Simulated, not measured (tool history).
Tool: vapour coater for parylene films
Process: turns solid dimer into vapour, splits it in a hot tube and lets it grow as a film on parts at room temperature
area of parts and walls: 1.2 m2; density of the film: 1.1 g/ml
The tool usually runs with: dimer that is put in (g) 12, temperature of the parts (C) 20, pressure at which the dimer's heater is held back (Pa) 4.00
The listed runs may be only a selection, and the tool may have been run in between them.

run	hour	dimer that is put in (g)	temperature of the parts (C)	pressure at which the dimer's heater is held back (Pa)	thickness of the film (µm)
1	0.0	12	20	4.00	6.00
2	27.9	12	20	4.00	5.98
3	43.7	12	16	4.00	6.67
4	70.9	12	16	4.00	6.68
5	92.2	12	16	4.00	6.65
6	123.7	12	16	4.00	6.75
7	161.1	12	22	4.00	5.60
8	190.9	12	20	4.00	5.95
9	226.3	14	20	4.00	6.96
10	249.3	14	20	4.00	6.93
11	270.9	14	20	4.00	6.89
12	308.6	14	20	4.00	6.94
13	343.2	14	20	4.00	6.91
14	362.0	14	22	4.00	6.52
15	390.1	12	20	4.00	5.90
16	428.8	8	20	4.00	3.93
17	458.2	8	20	4.00	3.92
18	482.5	8	20	4.00	3.93
19	517.9	16	27	2.80	7.07
20	552.3	16	27	2.80	7.00
21	586.2	19	20	4.00	9.27
22	622.1	19	20	4.00	9.27
23	644.8	7	29	3.53	2.72
24	672.6	7	29	3.53	2.75
25	694.8	7	29	3.53	2.75
26	713.8	6	15	8.38	2.83
27	746.3	8	22	4.00	3.68
28	782.2	9	15	4.00	5.06
29	815.4	9	15	4.00	5.04
30	833.1	9	15	4.00	5.04
31	851.8	6	21	4.20	2.82
32	874.3	11	20	4.20	5.33
33	895.7	9	25	4.38	3.72
34	921.2	10	21	4.00	4.73
35	942.6	12	29	2.95	4.85
36	974.5	12	29	2.95	4.87

5 options for the next run, each taken on its own from the tool as it stands now. Forecast them:
A	997.7	9	25	9.70	?
B	997.7	14	14	2.24	?
C	997.7	12	13	10.62	?
D	997.7	12	16	2.84	?
E	997.7	12	28	4.00	?

run	thickness of the film (µm)
A	3.08
B	9.21
C	5.63
D	7.07
E	4.64
What these runs would have given with no unlogged condition in the tool:
run	thickness of the film (µm)
A	3.17
B	9.47
C	5.79
D	7.27
E	4.77
